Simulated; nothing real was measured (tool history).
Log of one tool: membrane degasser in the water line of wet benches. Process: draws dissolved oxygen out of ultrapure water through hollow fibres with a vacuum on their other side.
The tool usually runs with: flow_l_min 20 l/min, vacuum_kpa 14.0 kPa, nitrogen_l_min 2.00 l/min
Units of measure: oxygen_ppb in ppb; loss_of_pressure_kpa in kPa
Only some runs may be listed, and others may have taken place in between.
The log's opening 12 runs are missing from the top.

Run 13, day 17.562: usual settings. Result: oxygen_ppb 258.5 ppb, loss_of_pressure_kpa 25.26 kPa.
Run 14, day 18.975: usual settings but vacuum_kpa 26.8 kPa. Result: oxygen_ppb 538.3 ppb, loss_of_pressure_kpa 25.81 kPa.
Run 15, day 20.925: usual settings but vacuum_kpa 26.8 kPa. Result: oxygen_ppb 536.1 ppb, loss_of_pressure_kpa 25.82 kPa.
Run 16, day 22.296: usual settings but vacuum_kpa 26.8 kPa. Result: oxygen_ppb 528.4 ppb, loss_of_pressure_kpa 25.54 kPa.
Run 17, day 24.158: usual settings but vacuum_kpa 26.8 kPa. Result: oxygen_ppb 540.0 ppb, loss_of_pressure_kpa 25.39 kPa.
Run 18, day 26.221: usual settings but flow_l_min 19 l/min, vacuum_kpa 16.8 kPa. Result: oxygen_ppb 306.7 ppb, loss_of_pressure_kpa 24.43 kPa.
Run 19, day 27.658: usual settings but flow_l_min 19 l/min, vacuum_kpa 16.8 kPa. Result: oxygen_ppb 306.9 ppb, loss_of_pressure_kpa 24.07 kPa.
Run 20, day 29.862: usual settings but flow_l_min 19 l/min, vacuum_kpa 16.8 kPa. Result: oxygen_ppb 305.7 ppb, loss_of_pressure_kpa 24.81 kPa.
Run 21, day 32.071: usual settings but flow_l_min 19 l/min, vacuum_kpa 16.8 kPa, nitrogen_l_min 5.42 l/min. Result: oxygen_ppb 123.3 ppb, loss_of_pressure_kpa 24.38 kPa.
Run 22, day 34.104: usual settings but flow_l_min 19 l/min, vacuum_kpa 30.7 kPa, nitrogen_l_min 3.27 l/min. Result: oxygen_ppb 384.2 ppb, loss_of_pressure_kpa 24.27 kPa.
Run 23, day 35.462: usual settings but flow_l_min 16 l/min, vacuum_kpa 10.7 kPa, nitrogen_l_min 1.23 l/min. Result: oxygen_ppb 227.2 ppb, loss_of_pressure_kpa 20.42 kPa.
Run 24, day 36.458: usual settings but flow_l_min 16 l/min, vacuum_kpa 10.7 kPa, nitrogen_l_min 1.23 l/min. Result: oxygen_ppb 226.6 ppb, loss_of_pressure_kpa 20.41 kPa.
Run 25, day 37.992: usual settings but flow_l_min 16 l/min, vacuum_kpa 10.7 kPa, nitrogen_l_min 1.23 l/min. Result: oxygen_ppb 231.7 ppb, loss_of_pressure_kpa 20.53 kPa.
Run 26, day 39.012: usual settings but flow_l_min 14 l/min, nitrogen_l_min 0.84 l/min. Result: oxygen_ppb 398.9 ppb, loss_of_pressure_kpa 18.22 kPa.
Run 27, day 40.733: usual settings but flow_l_min 14 l/min, nitrogen_l_min 0.84 l/min. Result: oxygen_ppb 400.2 ppb, loss_of_pressure_kpa 18.08 kPa.
Run 28, day 42.104: usual settings but flow_l_min 13 l/min, vacuum_kpa 22.3 kPa. Result: oxygen_ppb 292.1 ppb, loss_of_pressure_kpa 16.74 kPa.
Run 29, day 43.821: usual settings but flow_l_min 13 l/min, vacuum_kpa 29.4 kPa, nitrogen_l_min 1.44 l/min. Result: oxygen_ppb 536.6 ppb, loss_of_pressure_kpa 16.63 kPa.
Run 30, day 45.583: usual settings but flow_l_min 21 l/min, vacuum_kpa 14.6 kPa, nitrogen_l_min 1.62 l/min. Result: oxygen_ppb 350.7 ppb, loss_of_pressure_kpa 26.91 kPa.
Run 31, day 47.067: usual settings but flow_l_min 21 l/min, vacuum_kpa 14.6 kPa, nitrogen_l_min 1.62 l/min. Result: oxygen_ppb 348.7 ppb, loss_of_pressure_kpa 26.98 kPa.
Run 32, day 48.421: usual settings but flow_l_min 31 l/min, vacuum_kpa 15.9 kPa, nitrogen_l_min 0.91 l/min. Result: oxygen_ppb 902.4 ppb, loss_of_pressure_kpa 39.71 kPa.
Run 33, day 50.221: usual settings but flow_l_min 16 l/min, vacuum_kpa 28.5 kPa. Result: oxygen_ppb 460.6 ppb, loss_of_pressure_kpa 20.57 kPa.

Branching from run 33: 3 alternative next runs. What would each branch give?
Run A, day 52.092: usual settings but flow_l_min 27 l/min. Result: oxygen_ppb ?, loss_of_pressure_kpa ?.
Run B, day 52.092: usual settings but flow_l_min 14 l/min, vacuum_kpa 25.1 kPa, nitrogen_l_min 4.71 l/min. Result: oxygen_ppb ?, loss_of_pressure_kpa ?.
Run C, day 52.092: usual settings but flow_l_min 19 l/min, vacuum_kpa 19.1 kPa, nitrogen_l_min 0.83 l/min. Result: oxygen_ppb ?, loss_of_pressure_kpa ?.

run  oxygen_ppb  loss_of_pressure_kpa
  A       368.5                 34.78
  B       161.6                 17.84
  C       757.9                 24.21
Had the tool no hidden state, the same runs would have come out as:
run  oxygen_ppb  loss_of_pressure_kpa
  A       361.6                 34.42
  B       159.1                 17.65
  C       749.4                 23.96

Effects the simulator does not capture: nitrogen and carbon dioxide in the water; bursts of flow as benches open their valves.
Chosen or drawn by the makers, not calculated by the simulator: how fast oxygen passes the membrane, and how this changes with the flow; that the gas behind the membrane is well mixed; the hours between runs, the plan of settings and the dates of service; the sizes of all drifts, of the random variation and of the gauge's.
